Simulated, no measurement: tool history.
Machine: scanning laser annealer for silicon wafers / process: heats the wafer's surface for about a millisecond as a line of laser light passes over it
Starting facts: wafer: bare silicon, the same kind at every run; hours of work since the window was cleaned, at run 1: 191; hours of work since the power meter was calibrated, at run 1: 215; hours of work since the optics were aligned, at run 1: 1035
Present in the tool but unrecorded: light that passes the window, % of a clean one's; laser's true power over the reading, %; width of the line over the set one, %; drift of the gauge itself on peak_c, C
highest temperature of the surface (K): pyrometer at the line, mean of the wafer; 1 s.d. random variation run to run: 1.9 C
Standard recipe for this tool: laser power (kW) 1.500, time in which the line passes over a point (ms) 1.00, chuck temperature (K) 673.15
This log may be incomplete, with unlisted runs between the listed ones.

run     day  laser power (kW)  time in which the line passes over a point (ms)  chuck temperature (K)  hours of work since the window was cleaned  hours of work since the power meter was calibrated  hours of work since the optics were aligned  highest temperature of the surface (K)
  1   0.000             1.500                                             1.00                 673.15                                         191                                                 215                                         1035                                 1471.15
  2   0.583             1.500                                             1.00                 673.15                                         199                                                 222                                         1042                                 1469.15
  3   1.238             1.500                                             1.00                 673.15                                         207                                                 231                                         1051                                 1470.15
  4   1.792             1.500                                             1.00                 644.15                                         214                                                 238                                         1058                                 1439.15
  5   2.508             1.500                                             1.00                 700.15                                         224                                                 247                                         1067                                 1495.15
  6   3.300             1.500                                             1.00                 700.15                                         234                                                 257                                         1077                                 1496.15
      4.308  -- optics aligned, line set to its width
  7   4.350             1.500                                             1.00                 700.15                                         245                                                 268                                            1                                 1519.15
  8   4.925             1.500                                             1.00                 700.15                                         252                                                 276                                            8                                 1519.15
  9   5.438             1.500                                             1.00                 700.15                                         259                                                 282                                           15                                 1512.15
 10   6.354             1.500                                             1.00                 700.15                                         271                                                 294                                           26                                 1516.15
 11   7.317             1.443                                             1.00                 673.15                                         283                                                 307                                           39                                 1452.15
 12   8.150             1.443                                             1.00                 673.15                                         294                                                 317                                           50                                 1451.15
 13   9.000             1.443                                             1.00                 673.15                                         305                                                 328                                           61                                 1450.15
 14   9.642             1.500                                             1.00                 673.15                                         313                                                 337                                           69                                 1486.15
 15  10.088             1.500                                             1.00                 673.15                                         319                                                 342                                           75                                 1486.15
 16  10.921             1.500                                             1.00                 673.15                                         330                                                 353                                           85                                 1488.15
 17  11.779             1.500                                             1.00                 673.15                                         341                                                 364                                           97                                 1483.15
 18  12.629             1.500                                             1.00                 673.15                                         352                                                 375                                          108                                 1484.15
 19  13.092             1.500                                             1.00                 673.15                                         358                                                 381                                          114                                 1484.15
 20  13.812             1.500                                             1.00                 675.15                                         367                                                 391                                          123                                 1482.15
 21  14.388             1.500                                             1.00                 675.15                                         374                                                 398                                          130                                 1483.15
 22  15.158             1.471                                             1.10                 673.15                                         384                                                 408                                          140                                 1492.15
 23  16.121             1.349                                             0.86                 669.15                                         397                                                 420                                          153                                 1331.15
 24  16.688             1.392                                             1.00                 664.15                                         404                                                 428                                          160                                 1401.15
 25  17.567             1.437                                             1.21                 665.15                                         415                                                 439                                          171                                 1495.15
     18.633  -- window over the wafer cleaned
 26  18.633             1.500                                             1.04                 658.15                                           0                                                 452                                          184                                 1510.15
 27  19.325             1.457                                             0.73                 672.15                                           9                                                 461                                          193                                 1369.15
 28  20.167             1.396                                             0.81                 662.15                                          20                                                 472                                          204                                 1356.15
 29  20.717             1.396                                             0.81                 662.15                                          27                                                 479                                          211                                 1361.15
 30  21.329             1.396                                             1.02                 662.15                                          35                                                 487                                          219                                 1434.15
 31  21.996             1.500                                             1.11                 673.15                                          43                                                 495                                          228                                 1545.15
 32  22.421             1.500                                             1.11                 673.15                                          49                                                 501                                          233                                 1546.15
 33  22.946             1.500                                             0.89                 673.15                                          56                                                 508                                          240                                 1459.15
 34  23.888             1.500                                             0.89                 673.15                                          68                                                 520                                          252                                 1458.15
 35  24.879             1.500                                             0.89                 673.15                                          81                                                 533                                          265                                 1456.15
 36  25.883             1.500                                             0.76                 635.15                                          94                                                 546                                          278                                 1369.15
 37  26.804             1.469                                             1.00                 642.15                                         106                                                 558                                          290                                 1448.15
 38  27.738             1.358                                             1.00                 710.15                                         118                                                 570                                          302                                 1442.15
 39  28.350             1.313                                             1.12                 661.15                                         126                                                 577                                          310                                 1399.15
 40  28.962             1.313                                             1.12                 661.15                                         134                                                 585                                          318                                 1401.15
 41  29.750             1.500                                             1.00                 633.15                                         144                                                 596                                          328                                 1454.15
 42  30.521             1.500                                             0.73                 646.15                                         154                                                 605                                          338                                 1359.15

Subtracting, for every run, the result it would have given without the tool's unlogged condition from the measured result gives the following. The same run-to-run variation enters both numbers; the gauge's scatter may not:
run  highest temperature of the surface (K)
  1                                  -43.00
  2                                  -43.00
  3                                  -44.00
  4                                  -45.00
  5                                  -46.00
  6                                  -47.00
  7                                  -21.00
  8                                  -22.00
  9                                  -23.00
 10                                  -24.00
 11                                  -24.00
 12                                  -24.00
 13                                  -26.00
 14                                  -28.00
 15                                  -28.00
 16                                  -29.00
 17                                  -31.00
 18                                  -31.00
 19                                  -32.00
 20                                  -33.00
 21                                  -33.00
 22                                  -35.00
 23                                  -29.00
 24                                  -33.00
 25                                  -39.00
 26                                   -5.00
 27                                   -5.00
 28                                   -7.00
 29                                   -6.00
 30                                   -8.00
 31                                   -9.00
 32                                  -10.00
 33                                  -10.00
 34                                  -12.00
 35                                  -13.00
 36                                  -12.00
 37                                  -15.00
 38                                  -14.00
 39                                  -16.00
 40                                  -16.00
 41                                  -19.00
 42                                  -17.00

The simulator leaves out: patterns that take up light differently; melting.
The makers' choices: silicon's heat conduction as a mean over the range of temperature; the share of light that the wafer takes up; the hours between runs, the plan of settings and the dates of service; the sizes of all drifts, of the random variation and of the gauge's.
